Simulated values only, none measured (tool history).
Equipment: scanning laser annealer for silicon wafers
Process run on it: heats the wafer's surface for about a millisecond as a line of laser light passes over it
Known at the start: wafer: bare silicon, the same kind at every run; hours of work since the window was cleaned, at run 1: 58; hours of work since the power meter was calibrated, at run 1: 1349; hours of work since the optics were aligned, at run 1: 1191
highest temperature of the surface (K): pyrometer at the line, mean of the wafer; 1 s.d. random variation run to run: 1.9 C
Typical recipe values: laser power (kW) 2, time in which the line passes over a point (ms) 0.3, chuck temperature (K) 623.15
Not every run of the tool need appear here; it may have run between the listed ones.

run     day  laser power (kW)  time in which the line passes over a point (ms)  chuck temperature (K)  hours of work since the window was cleaned  hours of work since the power meter was calibrated  hours of work since the optics were aligned  highest temperature of the surface (K)
  1       0                 2                                              0.3                 623.15                                          58                                                1349                                         1191                                 1360.15
  2   0.996                 2                                              0.3                 623.15                                          75                                                1365                                         1207                                 1366.15
  3   2.217                 2                                              0.3                 623.15                                          95                                                1386                                         1228                                 1361.15
  4   3.921             2.057                                              0.3                 623.15                                         124                                                1414                                         1256                                 1389.15
  5   4.812             2.057                                              0.3                 623.15                                         139                                                1429                                         1271                                 1386.15
  6   5.992             2.057                                            0.279                 623.15                                         158                                                1448                                         1291                                 1352.15
  7   7.129                 2                                              0.3                 655.15                                         177                                                1468                                         1310                                 1389.15
  8   8.283             1.875                                              0.3                 655.15                                         197                                                1487                                         1329                                 1331.15
  9  10.033             1.714                                            0.232                 612.15                                         226                                                1516                                         1358                                 1126.15
 10  11.362             1.714                                            0.232                 612.15                                         248                                                1538                                         1380                                 1124.15
 11  12.908             1.714                                            0.232                 612.15                                         274                                                1564                                         1406                                 1123.15
 12   13.85             2.123                                             0.34                 612.15                                         289                                                1580                                         1422                                 1461.15
 13   15.35                 2                                            0.248                 621.15                                         314                                                1605                                         1447                                 1271.15

Estimate the outcome of run 14 from the log above:
 14  16.808             2.141                                            0.256                 623.15                                         339                                                1629                                         1471                                       ?

{"run 14": {"highest temperature of the surface (K)": 1345.15}}
Minus the tool's unlogged condition, the same run would have read highest temperature of the surface (K) 1373.15.
